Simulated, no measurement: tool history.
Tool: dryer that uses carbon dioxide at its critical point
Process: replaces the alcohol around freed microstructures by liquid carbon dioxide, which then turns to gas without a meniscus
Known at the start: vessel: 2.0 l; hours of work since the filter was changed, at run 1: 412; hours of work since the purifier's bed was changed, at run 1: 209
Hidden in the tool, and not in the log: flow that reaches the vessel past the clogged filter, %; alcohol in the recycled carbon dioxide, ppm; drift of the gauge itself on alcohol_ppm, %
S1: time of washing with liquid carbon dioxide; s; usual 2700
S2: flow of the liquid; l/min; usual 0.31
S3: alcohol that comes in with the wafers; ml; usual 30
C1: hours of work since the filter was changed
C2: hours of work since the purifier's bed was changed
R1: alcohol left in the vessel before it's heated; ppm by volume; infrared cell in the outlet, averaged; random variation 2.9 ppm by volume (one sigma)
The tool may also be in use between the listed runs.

run 1 day=0 | S1=2700 S2=0.31 S3=30 | C1=412 C2=209 | R1=54
run 2 day=1.029 | S1=2700 S2=0.31 S3=30 | C1=422 C2=219 | R1=60
run 3 day=1.808 | S1=2700 S2=0.31 S3=30 | C1=430 C2=226 | R1=62
run 4 day=3.133 | S1=2700 S2=0.31 S3=30 | C1=442 C2=239 | R1=63
run 5 day=4.558 | S1=2700 S2=0.31 S3=30 | C1=456 C2=252 | R1=57
run 6 day=5.383 | S1=2700 S2=0.31 S3=30 | C1=463 C2=260 | R1=63
run 7 day=6.512 | S1=2700 S2=0.31 S3=74 | C1=474 C2=271 | R1=112
run 8 day=7.754 | S1=2700 S2=0.31 S3=74 | C1=486 C2=283 | R1=118
run 9 day=9.05 | S1=2700 S2=0.31 S3=74 | C1=498 C2=295 | R1=116
run 10 day=10.45 | S1=2700 S2=0.31 S3=98 | C1=511 C2=308 | R1=148
run 11 day=11.958 | S1=2700 S2=0.31 S3=98 | C1=526 C2=322 | R1=156
run 12 day=13.433 | S1=2700 S2=0.461 S3=30 | C1=540 C2=336 | R1=30
run 13 day=14.738 | S1=2700 S2=0.31 S3=30 | C1=552 C2=349 | R1=69
run 14 day=16.367 | S1=2700 S2=0.31 S3=46 | C1=567 C2=364 | R1=91
-- day=16.771 inlet filter changed
run 15 day=17.146 | S1=2700 S2=0.31 S3=46 | C1=4 C2=371 | R1=70
run 16 day=18.396 | S1=2700 S2=0.31 S3=29 | C1=15 C2=383 | R1=58
run 17 day=19.958 | S1=2700 S2=0.31 S3=30 | C1=30 C2=398 | R1=60
run 18 day=21.471 | S1=3360 S2=0.3 S3=64 | C1=44 C2=412 | R1=49
run 19 day=22.283 | S1=2040 S2=0.484 S3=61 | C1=52 C2=420 | R1=50
run 20 day=22.983 | S1=3540 S2=0.417 S3=39 | C1=59 C2=426 | R1=41
run 21 day=24.104 | S1=3540 S2=0.417 S3=39 | C1=69 C2=437 | R1=44
run 22 day=25.467 | S1=1920 S2=0.31 S3=78 | C1=82 C2=450 | R1=460
run 23 day=26.554 | S1=2160 S2=0.298 S3=35 | C1=93 C2=460 | R1=178
run 24 day=27.654 | S1=3420 S2=0.31 S3=25 | C1=103 C2=470 | R1=47
run 25 day=28.758 | S1=3420 S2=0.31 S3=55 | C1=113 C2=481 | R1=53
run 26 day=30.262 | S1=3420 S2=0.31 S3=55 | C1=128 C2=495 | R1=53
run 27 day=31.762 | S1=3420 S2=0.31 S3=55 | C1=142 C2=509 | R1=60
run 28 day=33.054 | S1=2280 S2=0.267 S3=53 | C1=154 C2=522 | R1=330
run 29 day=34.525 | S1=2160 S2=0.31 S3=35 | C1=168 C2=535 | R1=161
run 30 day=35.617 | S1=2160 S2=0.31 S3=35 | C1=178 C2=546 | R1=161
run 31 day=36.75 | S1=2220 S2=0.208 S3=21 | C1=189 C2=557 | R1=413
run 32 day=37.988 | S1=2220 S2=0.208 S3=21 | C1=201 C2=568 | R1=407
run 33 day=39.317 | S1=2220 S2=0.208 S3=21 | C1=213 C2=581 | R1=423

Hidden state at the last listed run before each entry between runs and at the first one after, where it differs:
Between runs 14 and 15: inlet filter changed (day 16.771)
  flow that reaches the vessel past the clogged filter, %: 92.8 -> 99.9; alcohol in the recycled carbon dioxide, ppm: 34.8 -> 35.3
  measured less the result without the state, R1: +52 -> +30 ppm by volume
